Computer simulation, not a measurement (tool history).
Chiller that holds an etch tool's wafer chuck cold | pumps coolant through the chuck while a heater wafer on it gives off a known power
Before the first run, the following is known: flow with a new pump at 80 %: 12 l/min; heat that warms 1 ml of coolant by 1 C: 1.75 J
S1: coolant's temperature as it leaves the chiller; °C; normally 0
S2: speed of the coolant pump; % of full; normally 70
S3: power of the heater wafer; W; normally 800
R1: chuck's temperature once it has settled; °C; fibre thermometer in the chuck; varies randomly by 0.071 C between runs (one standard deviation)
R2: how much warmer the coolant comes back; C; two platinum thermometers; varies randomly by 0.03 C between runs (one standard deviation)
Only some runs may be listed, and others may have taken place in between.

{"run": 1, "hour": 0.0, "S1": 0, "S2": 70, "S3": 800, "R1": 8.75, "R2": 2.77}
{"run": 2, "hour": 29.7, "S1": 0, "S2": 70, "S3": 800, "R1": 8.94, "R2": 2.77}
{"run": 3, "hour": 77.5, "S1": 0, "S2": 70, "S3": 800, "R1": 8.96, "R2": 2.76}
{"run": 4, "hour": 101.4, "S1": -5, "S2": 70, "S3": 800, "R1": 3.89, "R2": 2.75}
{"run": 5, "hour": 137.8, "S1": 2, "S2": 70, "S3": 800, "R1": 10.83, "R2": 2.77}
{"run": 6, "hour": 175.6, "S1": 2, "S2": 70, "S3": 800, "R1": 11.01, "R2": 2.84}
{"run": 7, "hour": 232.3, "S1": 2, "S2": 70, "S3": 800, "R1": 11.08, "R2": 2.83}
{"run": 8, "hour": 281.8, "S1": 2, "S2": 70, "S3": 800, "R1": 10.95, "R2": 2.69}
{"run": 9, "hour": 329.8, "S1": 0, "S2": 70, "S3": 800, "R1": 8.8, "R2": 2.78}
{"run": 10, "hour": 388.3, "S1": 0, "S2": 70, "S3": 800, "R1": 8.94, "R2": 2.84}
{"run": 11, "hour": 414.2, "S1": 0, "S2": 70, "S3": 800, "R1": 9.05, "R2": 2.79}
{"run": 12, "hour": 472.6, "S1": 0, "S2": 70, "S3": 800, "R1": 8.99, "R2": 2.8}
{"run": 13, "hour": 528.8, "S1": 4, "S2": 70, "S3": 800, "R1": 12.92, "R2": 2.8}
{"run": 14, "hour": 569.8, "S1": 0, "S2": 70, "S3": 800, "R1": 8.97, "R2": 2.82}
{"run": 15, "hour": 617.6, "S1": 0, "S2": 71, "S3": 800, "R1": 9.01, "R2": 2.79}

Expected results for the next run?
{"run": 16, "hour": 648.5, "S1": 0, "S2": 74, "S3": 800, "R1": "?", "R2": "?"}

Run 16 came out at R1 8.57 °C, R2 2.65 C.
Take away the tool's hidden state, keep the run-to-run variation as it was, and the same run would have given R1 8.14 °C, R2 2.48 C.

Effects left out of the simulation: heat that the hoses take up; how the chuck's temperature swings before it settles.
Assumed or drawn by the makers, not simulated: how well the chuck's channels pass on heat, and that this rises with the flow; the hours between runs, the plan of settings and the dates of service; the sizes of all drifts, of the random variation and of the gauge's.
